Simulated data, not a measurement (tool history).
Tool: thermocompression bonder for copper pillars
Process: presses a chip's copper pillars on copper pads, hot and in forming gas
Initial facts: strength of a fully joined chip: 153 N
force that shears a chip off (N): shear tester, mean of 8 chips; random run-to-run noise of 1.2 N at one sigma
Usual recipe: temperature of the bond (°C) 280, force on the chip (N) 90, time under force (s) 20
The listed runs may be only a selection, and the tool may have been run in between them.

| run | hour | temperature of the bond (°C) | force on the chip (N) | time under force (s) | force that shears a chip off (N) |
|---|---|---|---|---|---|
| 1 | 0.0 | 280 | 90 | 20 | 101.7 |
| 2 | 12.3 | 280 | 90 | 39 | 119.5 |
| 3 | 22.6 | 300 | 90 | 39 | 134.6 |
| 4 | 39.5 | 280 | 90 | 20 | 103.0 |
| 5 | 55.2 | 280 | 90 | 20 | 102.4 |
| 6 | 68.3 | 280 | 90 | 20 | 102.7 |
| 7 | 76.0 | 280 | 90 | 20 | 101.4 |
| 8 | 85.2 | 280 | 90 | 20 | 102.0 |
| 9 | 94.4 | 252 | 90 | 20 | 72.7 |
| 10 | 101.5 | 252 | 90 | 20 | 73.0 |
| 11 | 113.3 | 252 | 90 | 20 | 72.3 |
| 12 | 122.8 | 252 | 90 | 20 | 73.5 |
| 13 | 136.5 | 252 | 90 | 20 | 72.5 |
| 14 | 152.1 | 308 | 90 | 20 | 123.4 |
| 15 | 167.8 | 280 | 90 | 20 | 100.5 |
| 16 | 184.9 | 280 | 61 | 20 | 77.3 |
| 17 | 199.0 | 280 | 61 | 20 | 75.1 |
| 18 | 213.2 | 280 | 61 | 20 | 76.3 |
| 19 | 224.8 | 280 | 61 | 20 | 75.8 |
| 20 | 234.8 | 280 | 61 | 20 | 75.7 |
| 21 | 250.9 | 263 | 95 | 20 | 87.2 |
| 22 | 259.8 | 294 | 102 | 47 | 132.7 |
| 23 | 268.3 | 294 | 90 | 24 | 114.1 |
| 24 | 276.7 | 258 | 105 | 20 | 86.9 |
| 25 | 288.7 | 258 | 105 | 20 | 86.5 |
| 26 | 300.3 | 258 | 105 | 20 | 86.1 |
| 27 | 315.6 | 285 | 134 | 30 | 128.3 |
| 28 | 329.9 | 285 | 134 | 30 | 129.2 |
| 29 | 339.2 | 295 | 134 | 41 | 133.2 |
| 30 | 356.0 | 280 | 66 | 22 | 83.2 |
| 31 | 371.6 | 280 | 133 | 20 | 122.0 |
| 32 | 388.0 | 262 | 92 | 20 | 81.3 |
| 33 | 399.3 | 261 | 92 | 31 | 91.6 |
| 34 | 415.8 | 268 | 125 | 26 | 112.3 |
| 35 | 430.5 | 301 | 125 | 26 | 131.0 |
| 36 | 441.5 | 301 | 125 | 26 | 133.5 |
| 37 | 450.1 | 289 | 90 | 20 | 103.6 |
| 38 | 465.8 | 280 | 58 | 20 | 68.9 |
| 39 | 483.1 | 280 | 58 | 20 | 70.0 |

Alternative continuations, all from the tool just after run 39; predict every row:
| A | 495.3 | 280 | 71 | 42 | ? |
| B | 495.3 | 300 | 63 | 12 | ? |
| C | 495.3 | 280 | 58 | 56 | ? |

| run | force that shears a chip off (N) |
|---|---|
| A | 99.6 |
| B | 79.8 |
| C | 95.8 |
What these runs would have given with no unlogged condition in the tool:
| run | force that shears a chip off (N) |
|---|---|
| A | 110.1 |
| B | 88.3 |
| C | 105.9 |

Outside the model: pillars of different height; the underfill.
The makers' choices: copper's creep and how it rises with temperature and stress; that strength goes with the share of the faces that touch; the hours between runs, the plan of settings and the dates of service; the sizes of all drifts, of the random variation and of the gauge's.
